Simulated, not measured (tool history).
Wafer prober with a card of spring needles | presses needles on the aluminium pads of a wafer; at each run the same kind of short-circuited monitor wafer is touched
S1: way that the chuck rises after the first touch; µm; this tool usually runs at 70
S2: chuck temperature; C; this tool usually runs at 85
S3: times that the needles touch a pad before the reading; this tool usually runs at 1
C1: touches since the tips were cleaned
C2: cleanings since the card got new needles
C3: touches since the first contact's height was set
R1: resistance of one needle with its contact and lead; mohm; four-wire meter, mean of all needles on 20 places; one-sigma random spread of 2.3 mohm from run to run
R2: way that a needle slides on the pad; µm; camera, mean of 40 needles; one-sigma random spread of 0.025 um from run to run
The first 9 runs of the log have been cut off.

At hour 293.3: tips cleaned on abrasive film.
Run 10, hour 304.2: usual settings; C1 2617; C2 25; C3 25256. Result: R1 275 mohm, R2 11.96 µm.
At hour 326.7: tips cleaned on abrasive film.
Run 11, hour 329.9: usual settings; C1 779; C2 26; C3 31366. Result: R1 259 mohm, R2 11.93 µm.
At hour 358.1: tips cleaned on abrasive film.
Run 12, hour 360.1: usual settings; C1 471; C2 27; C3 38535. Result: R1 259 mohm, R2 11.94 µm.
At hour 392.8: tips cleaned on abrasive film.
Run 13, hour 400.3: usual settings; C1 1778; C2 28; C3 48107. Result: R1 269 mohm, R2 11.9 µm.
At hour 425.5: tips cleaned on abrasive film.
Run 14, hour 433: usual settings; C1 1796; C2 29; C3 55887. Result: R1 266 mohm, R2 11.92 µm.
At hour 457.1: tips cleaned on abrasive film.
Run 15, hour 469.1: usual settings; C1 2855; C2 30; C3 64476. Result: R1 275 mohm, R2 11.88 µm.
At hour 489.2: tips cleaned on abrasive film.
Run 16, hour 494.8: usual settings; C1 1359; C2 31; C3 70599. Result: R1 265 mohm, R2 11.91 µm.
At hour 522.1: tips cleaned on abrasive film.
Run 17, hour 522.1: usual settings; C1 0; C2 32; C3 77069. Result: R1 261 mohm, R2 11.87 µm.
Run 18, hour 547: usual settings but S1 63 µm, S2 53 C; C1 5962; C2 32; C3 83031. Result: R1 278 mohm, R2 10.67 µm.
At hour 553.9: tips cleaned on abrasive film.
Run 19, hour 581.9: usual settings but S1 75 µm, S2 70 C; C1 6702; C2 33; C3 91336. Result: R1 280 mohm, R2 12.74 µm.
At hour 586.6: tips cleaned on abrasive film.
At hour 619.9: tips cleaned on abrasive film.
Run 20, hour 629.8: usual settings but S1 77 µm, S2 55 C, S3 2; C1 2362; C2 35; C3 102702. Result: R1 258 mohm, R2 13.04 µm.
At hour 652.2: tips cleaned on abrasive film.
Run 21, hour 667.6: usual settings but S1 57 µm, S3 3; C1 3670; C2 36; C3 111692. Result: R1 258 mohm, R2 9.6 µm.
At hour 686: tips cleaned on abrasive film.
Run 22, hour 703.8: usual settings but S1 62 µm, S2 35 C, S3 2; C1 4260; C2 37; C3 120328. Result: R1 256 mohm, R2 10.42 µm.
At hour 717.3: tips cleaned on abrasive film.
Run 23, hour 728.2: usual settings but S1 55 µm, S2 86 C, S3 2; C1 2618; C2 38; C3 126126. Result: R1 267 mohm, R2 9.19 µm.
At hour 752.4: tips cleaned on abrasive film.
Run 24, hour 766.5: usual settings but S1 55 µm, S2 86 C; C1 3358; C2 39; C3 135224. Result: R1 278 mohm, R2 9.17 µm.
At hour 783.7: tips cleaned on abrasive film.
Run 25, hour 808.6: usual settings but S1 80 µm, S2 69 C; C1 5949; C2 40; C3 145264. Result: R1 277 mohm, R2 13.49 µm.

Run 26, settings as shown, results not yet in. Your forecast:
At hour 816.5: tips cleaned on abrasive film.
Run 26, hour 843.7: usual settings but S1 80 µm, S2 69 C; C1 6491; C2 41; C3 153599. Result: R1 ?, R2 ?.

{"run 26": {"R1": 280, "R2": 13.47}}
If the tool had no hidden condition, the same run with the same run-to-run variation would have returned R1 251 mohm, R2 13.71 µm.
